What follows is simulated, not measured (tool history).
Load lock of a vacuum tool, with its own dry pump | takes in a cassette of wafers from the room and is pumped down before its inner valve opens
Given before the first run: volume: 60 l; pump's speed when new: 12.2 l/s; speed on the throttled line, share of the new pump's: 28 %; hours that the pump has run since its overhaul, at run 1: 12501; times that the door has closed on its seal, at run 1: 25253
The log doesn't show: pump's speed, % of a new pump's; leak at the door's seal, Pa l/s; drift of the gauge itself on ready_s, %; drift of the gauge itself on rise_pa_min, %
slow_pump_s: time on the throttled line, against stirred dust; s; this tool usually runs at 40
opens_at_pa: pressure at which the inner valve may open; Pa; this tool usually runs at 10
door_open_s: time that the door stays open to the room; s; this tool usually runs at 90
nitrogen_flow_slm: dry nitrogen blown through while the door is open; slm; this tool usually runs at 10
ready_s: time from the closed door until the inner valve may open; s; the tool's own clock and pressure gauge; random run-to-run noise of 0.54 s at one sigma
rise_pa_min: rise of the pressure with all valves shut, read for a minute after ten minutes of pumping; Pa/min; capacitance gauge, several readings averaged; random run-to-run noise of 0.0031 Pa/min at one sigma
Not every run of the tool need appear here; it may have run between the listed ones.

| run | hour | slow_pump_s | opens_at_pa | door_open_s | nitrogen_flow_slm | hours that the pump has run since its overhaul | times that the door has closed on its seal | incoming humidity of the room's air, % | ready_s | rise_pa_min |
|---|---|---|---|---|---|---|---|---|---|---|
| 1 | 0.0 | 40 | 10 | 90 | 10 | 12501 | 25253 | 44.8 | 81.9 | 0.724 |
| 2 | 352.7 | 40 | 10 | 90 | 10 | 12854 | 26939 | 45.0 | 81.7 | 0.792 |
|  | 421.9 | door's seal changed, seat wiped |
| 3 | 566.8 | 40 | 10 | 90 | 10 | 13066 | 693 | 48.1 | 83.0 | 0.080 |
| 4 | 922.1 | 40 | 8 | 90 | 10 | 13422 | 2392 | 45.7 | 84.0 | 0.101 |
| 5 | 1234.2 | 40 | 8 | 90 | 10 | 13734 | 3884 | 47.1 | 85.2 | 0.120 |
| 6 | 1414.3 | 40 | 8 | 90 | 10 | 13914 | 4745 | 42.6 | 84.0 | 0.123 |
| 7 | 1821.1 | 40 | 8 | 90 | 10 | 14321 | 6691 | 45.8 | 84.1 | 0.151 |
| 8 | 2121.8 | 40 | 10 | 119 | 10 | 14621 | 8129 | 45.4 | 84.3 | 0.200 |
| 9 | 2438.7 | 40 | 10 | 119 | 10 | 14938 | 9644 | 38.0 | 83.4 | 0.218 |
| 10 | 2844.8 | 40 | 10 | 119 | 10 | 15344 | 11586 | 45.3 | 84.2 | 0.260 |
| 11 | 3090.2 | 47 | 11 | 90 | 17 | 15590 | 12759 | 48.1 | 87.0 | 0.276 |
| 12 | 3431.5 | 40 | 18 | 90 | 10 | 15931 | 14391 | 46.2 | 80.9 | 0.330 |
| 13 | 3614.8 | 40 | 14 | 132 | 10 | 16114 | 15268 | 43.2 | 82.8 | 0.372 |
| 14 | 3799.7 | 37 | 10 | 132 | 10 | 16299 | 16152 | 44.3 | 82.3 | 0.390 |
| 15 | 4042.9 | 76 | 10 | 135 | 10 | 16542 | 17315 | 44.2 | 106.4 | 0.421 |
| 16 | 4336.5 | 76 | 17 | 135 | 10 | 16836 | 18719 | 47.2 | 104.3 | 0.474 |
| 17 | 4753.8 | 76 | 17 | 135 | 13 | 17253 | 20714 | 42.2 | 104.1 | 0.516 |
| 18 | 5093.2 | 36 | 15 | 174 | 4 | 17593 | 22337 | 48.5 | 81.8 | 0.634 |

5 ways to go on from here, each from the tool as it stands after run 18. What would each give?
| A | 5302.6 | 40 | 11 | 230 | 10 | 17802 | 23338 | 45.1 | ? | ? |
| B | 5302.6 | 21 | 8 | 174 | 4 | 17802 | 23338 | 43.7 | ? | ? |
| C | 5302.6 | 68 | 15 | 174 | 4 | 17802 | 23338 | 43.9 | ? | ? |
| D | 5302.6 | 36 | 15 | 72 | 4 | 17802 | 23338 | 46.5 | ? | ? |
| E | 5302.6 | 21 | 11 | 90 | 25 | 17802 | 23338 | 45.8 | ? | ? |

| run | ready_s | rise_pa_min |
|---|---|---|
| A | 85.2 | 0.669 |
| B | 75.6 | 0.648 |
| C | 100.5 | 0.650 |
| D | 80.7 | 0.604 |
| E | 73.6 | 0.570 |
What these runs would have given with no unlogged condition in the tool:
| run | ready_s | rise_pa_min |
|---|---|---|
| A | 73.8 | 0.129 |
| B | 61.7 | 0.120 |
| C | 92.2 | 0.120 |
| D | 69.3 | 0.069 |
| E | 60.4 | 0.047 |

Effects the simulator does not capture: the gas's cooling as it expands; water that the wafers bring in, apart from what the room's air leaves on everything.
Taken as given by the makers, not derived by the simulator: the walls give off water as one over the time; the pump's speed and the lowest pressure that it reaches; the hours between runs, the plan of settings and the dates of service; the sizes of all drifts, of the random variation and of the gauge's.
